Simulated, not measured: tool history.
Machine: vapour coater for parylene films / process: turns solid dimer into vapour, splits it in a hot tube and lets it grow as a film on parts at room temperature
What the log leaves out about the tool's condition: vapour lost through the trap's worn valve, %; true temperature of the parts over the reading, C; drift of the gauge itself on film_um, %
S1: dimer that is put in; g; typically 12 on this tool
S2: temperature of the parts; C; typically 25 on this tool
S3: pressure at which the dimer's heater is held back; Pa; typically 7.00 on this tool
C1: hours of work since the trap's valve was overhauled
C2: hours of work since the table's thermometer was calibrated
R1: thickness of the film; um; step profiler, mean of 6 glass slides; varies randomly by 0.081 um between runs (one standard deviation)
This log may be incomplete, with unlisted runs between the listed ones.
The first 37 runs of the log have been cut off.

run      day  S1  S2    S3   C1   C2     R1
 38   84.538   6  28  2.63  202  213   5.06
 39   86.579  16  25  3.14  235  247  14.30
 40   88.442   9  25  8.03  266  277   6.83
 41   90.492   8  33  5.70  299  310   5.24
 42   92.000  11  25  2.07  324  335  10.33
 43   93.517  13  33  3.65  348  360   9.13
 44   95.821   5  23  7.00  386  397   4.07
 45   97.492   5  23  7.00  413  424   4.02
 46   99.254   5  33  9.76  442  453   2.98
 47  100.738   5  33  9.76  466  477   2.95

3 ways to go on from here, each from the tool as it stands after run 47. What would each give?
  A  103.817  12  25  9.67  516  527   ?
  B  103.817   5  25  6.27  516  527   ?
  C  103.817   5  18  9.76  516  527   ?

run    R1
  A  8.54
  B  3.79
  C  4.29
Stripped of hidden state, with their random variation kept, the same runs would have yielded:
run    R1
  A  9.27
  B  4.12
  C  4.65
